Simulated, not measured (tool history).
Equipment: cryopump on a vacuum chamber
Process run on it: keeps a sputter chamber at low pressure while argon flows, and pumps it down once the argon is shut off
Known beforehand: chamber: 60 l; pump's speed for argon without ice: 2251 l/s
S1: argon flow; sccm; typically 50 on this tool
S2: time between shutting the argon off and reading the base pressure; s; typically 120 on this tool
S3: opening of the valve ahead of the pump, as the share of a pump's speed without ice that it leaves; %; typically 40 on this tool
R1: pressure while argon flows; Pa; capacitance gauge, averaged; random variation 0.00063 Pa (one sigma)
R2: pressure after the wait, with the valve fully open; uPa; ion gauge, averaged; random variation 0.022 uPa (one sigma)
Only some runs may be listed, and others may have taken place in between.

run     day  S1   S2  S3      R1    R2
  1   0.000  50  120  40  0.0958  1.00
  2   2.879  50  120  40  0.0961  1.03
      4.188  -- leaking fittings of the chamber tightened, without venting
  3   4.812  50  120  40  0.0973  0.56
  4   7.867  50  120  40  0.0983  0.57
  5   9.725  50  120  40  0.0979  0.59
  6  13.008  50  120  40  0.0970  0.61
  7  14.962  50  120  40  0.0990  0.63
  8  16.808  50  120  40  0.0985  0.64
  9  18.233  50  120  40  0.0989  0.64
 10  21.162  50  120  40  0.1002  0.65
 11  24.550  50  120  40  0.1002  0.65
 12  27.162  50  120  40  0.1019  0.68
 13  29.250  50  120  40  0.1024  0.73
 14  30.625  50  120  40  0.1023  0.67
     31.275  -- pump warmed up, emptied and cooled again
 15  32.379  50  120  40  0.0935  0.67
 16  35.329  50  120  40  0.0948  0.65
 17  37.008  74  275  31  0.1822  0.46
 18  38.967  74  275  31  0.1814  0.45
 19  41.229  66  210  40  0.1263  0.60
 20  44.096  46  120  40  0.0902  0.73
 21  46.779  46  120  40  0.0892  0.73
 22  49.767  46  120  40  0.0905  0.74
 23  51.625  25  176  47  0.0418  0.59
 24  54.217  50   20  52  0.0774  2.91
 25  56.000  50   20  52  0.0766  2.88
 26  58.667  36   88  40  0.0715  0.94
 27  61.596  36   88  40  0.0720  0.99
 28  63.779  27  122  51  0.0433  0.81
 29  65.400  53  174  23  0.1804  0.73
 30  68.054  22   23  30  0.0583  2.65
 31  70.154  22   63  40  0.0452  1.28
     72.050  -- pump warmed up, emptied and cooled again
 32  72.450  22   63  40  0.0417  1.18

Alternative continuations, all from the tool just after run 32; predict every row:
  A  74.117  50  120  53   ?   ?
  B  74.117  23  168  49   ?   ?
  C  74.117  22   63  44   ?   ?
  D  74.117  27   82  56   ?   ?
  E  74.117  40  180  29   ?   ?

run      R1    R2
  A  0.0721  0.86
  B  0.0353  0.71
  C  0.0377  1.16
  D  0.0369  0.99
  E  0.1038  0.68
Without the tool's hidden state the same runs would have given:
run      R1    R2
  A  0.0712  0.58
  B  0.0349  0.44
  C  0.0373  0.89
  D  0.0364  0.72
  E  0.1031  0.40
